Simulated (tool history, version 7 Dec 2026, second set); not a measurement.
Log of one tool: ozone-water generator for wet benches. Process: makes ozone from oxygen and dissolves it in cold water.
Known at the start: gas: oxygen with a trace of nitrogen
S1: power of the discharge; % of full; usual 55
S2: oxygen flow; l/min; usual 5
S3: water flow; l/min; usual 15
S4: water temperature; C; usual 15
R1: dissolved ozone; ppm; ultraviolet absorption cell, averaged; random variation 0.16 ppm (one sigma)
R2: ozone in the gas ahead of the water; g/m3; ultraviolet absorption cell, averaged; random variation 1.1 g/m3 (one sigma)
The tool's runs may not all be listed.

{"run": 1, "hour": 0.0, "S1": 55, "S2": 5, "S3": 15, "S4": 15, "R1": 19.5, "R2": 203.4}
{"run": 2, "hour": 103.6, "S1": 55, "S2": 5, "S3": 15, "S4": 15, "R1": 19.6, "R2": 201.7}
{"run": 3, "hour": 177.0, "S1": 55, "S2": 5, "S3": 15, "S4": 15, "R1": 19.4, "R2": 202.8}
{"run": 4, "hour": 240.3, "S1": 55, "S2": 5, "S3": 15, "S4": 15, "R1": 19.2, "R2": 201.7}
{"run": 5, "hour": 285.2, "S1": 55, "S2": 5, "S3": 15, "S4": 15, "R1": 19.5, "R2": 202.7}
{"run": 6, "hour": 383.0, "S1": 55, "S2": 5, "S3": 15, "S4": 15, "R1": 19.2, "R2": 201.8}
{"run": 7, "hour": 431.8, "S1": 55, "S2": 5, "S3": 15, "S4": 15, "R1": 19.4, "R2": 203.5}
{"run": 8, "hour": 504.8, "S1": 55, "S2": 5, "S3": 15, "S4": 15, "R1": 19.5, "R2": 204.1}
{"run": 9, "hour": 595.9, "S1": 55, "S2": 5.35, "S3": 15, "S4": 15, "R1": 19.1, "R2": 196.1}
{"run": 10, "hour": 693.7, "S1": 49, "S2": 5.35, "S3": 15, "S4": 15, "R1": 18.3, "R2": 185.3}
{"run": 11, "hour": 766.9, "S1": 55, "S2": 5, "S3": 15, "S4": 7, "R1": 21.8, "R2": 199.1}
{"run": 12, "hour": 825.8, "S1": 55, "S2": 5, "S3": 15, "S4": 15, "R1": 19.1, "R2": 200.5}
{"run": 13, "hour": 916.9, "S1": 55, "S2": 5, "S3": 15, "S4": 15, "R1": 19.2, "R2": 200.2}
{"run": 14, "hour": 1013.5, "S1": 55, "S2": 5, "S3": 15, "S4": 15, "R1": 19.4, "R2": 200.1}
{"run": 15, "hour": 1098.8, "S1": 55, "S2": 5, "S3": 15, "S4": 15, "R1": 18.9, "R2": 199.9}
{"run": 16, "hour": 1189.3, "S1": 55, "S2": 5, "S3": 15, "S4": 9, "R1": 20.6, "R2": 197.9}
{"run": 17, "hour": 1281.1, "S1": 55, "S2": 5, "S3": 15, "S4": 9, "R1": 20.9, "R2": 198.5}
{"run": 18, "hour": 1332.2, "S1": 55, "S2": 5.83, "S3": 15, "S4": 13, "R1": 19.8, "R2": 185.6}
{"run": 19, "hour": 1433.5, "S1": 53, "S2": 5, "S3": 15, "S4": 15, "R1": 18.7, "R2": 195.4}
{"run": 20, "hour": 1526.5, "S1": 53, "S2": 5, "S3": 13, "S4": 15, "R1": 21.3, "R2": 194.4}
{"hour": 1539.3, "done": "water thermometer calibrated"}
{"run": 21, "hour": 1604.1, "S1": 55, "S2": 5.2, "S3": 23, "S4": 8, "R1": 13.6, "R2": 197.1}
{"run": 22, "hour": 1696.3, "S1": 53, "S2": 3.03, "S3": 18, "S4": 10, "R1": 14.9, "R2": 241.8}
{"run": 23, "hour": 1740.5, "S1": 53, "S2": 3.03, "S3": 18, "S4": 10, "R1": 15, "R2": 239.5}
{"hour": 1785.2, "done": "contactor cleaned"}
{"run": 24, "hour": 1795.7, "S1": 40, "S2": 5.53, "S3": 16, "S4": 19, "R1": 14.8, "R2": 163.1}
{"run": 25, "hour": 1867.9, "S1": 55, "S2": 7, "S3": 15, "S4": 14, "R1": 20.4, "R2": 174.2}
{"run": 26, "hour": 1934.3, "S1": 69, "S2": 5.58, "S3": 15, "S4": 10, "R1": 24.3, "R2": 211.3}
{"run": 27, "hour": 2032.4, "S1": 55, "S2": 3.06, "S3": 9, "S4": 15, "R1": 30, "R2": 244.1}
{"run": 28, "hour": 2125.9, "S1": 55, "S2": 6.68, "S3": 9, "S4": 15, "R1": 30, "R2": 175.7}
{"run": 29, "hour": 2198.0, "S1": 55, "S2": 3.9, "S3": 19, "S4": 15, "R1": 15, "R2": 218.1}
{"run": 30, "hour": 2283.4, "S1": 55, "S2": 3.9, "S3": 16, "S4": 15, "R1": 17.9, "R2": 221.8}
{"run": 31, "hour": 2364.8, "S1": 55, "S2": 7.34, "S3": 16, "S4": 21, "R1": 17.2, "R2": 169.6}
{"run": 32, "hour": 2452.5, "S1": 45, "S2": 5, "S3": 15, "S4": 9, "R1": 19.5, "R2": 179.2}
{"run": 33, "hour": 2526.4, "S1": 41, "S2": 8.16, "S3": 22, "S4": 19, "R1": 11.4, "R2": 139}

Measured less the same run without the tool's hidden state. The same run-to-run variation is in both; the gauge's scatter may not be:
The hidden state here: yield of the discharge, % of new electrodes'; contactor's efficiency, % of a clean one's; true water temperature over the reading, C; drift of the gauge itself on ozone_ppm, %; drift of the gauge itself on gas_g_m3, %.
run=1 R1=-0.8 R2=+0
run=2 R1=-0.8 R2=-0.2
run=3 R1=-0.9 R2=-0.4
run=4 R1=-0.9 R2=-0.4
run=5 R1=-0.9 R2=-0.5
run=6 R1=-0.9 R2=-0.7
run=7 R1=-0.9 R2=-0.8
run=8 R1=-0.9 R2=-0.9
run=9 R1=-0.9 R2=-1.1
run=10 R1=-0.9 R2=-1.1
run=11 R1=-1.1 R2=-1.4
run=12 R1=-1 R2=-1.5
run=13 R1=-1 R2=-1.7
run=14 R1=-1 R2=-1.9
run=15 R1=-1 R2=-2.1
run=16 R1=-1.2 R2=-2.2
run=17 R1=-1.2 R2=-2.3
run=18 R1=-1.2 R2=-2.3
run=19 R1=-1.1 R2=-2.5
run=20 R1=-1.3 R2=-2.7
run=21 R1=-0.8 R2=-3
run=22 R1=-0.9 R2=-3.8
run=23 R1=-0.9 R2=-3.9
run=24 R1=-0.3 R2=-2.3
run=25 R1=-0.5 R2=-3.1
run=26 R1=-0.6 R2=-4.4
run=27 R1=-0.7 R2=-4.7
run=28 R1=-0.7 R2=-3.5
run=29 R1=-0.4 R2=-4.5
run=30 R1=-0.5 R2=-4.8
run=31 R1=-0.6 R2=-3.7
run=32 R1=-0.5 R2=-3.7
run=33 R1=-0.3 R2=-2.8
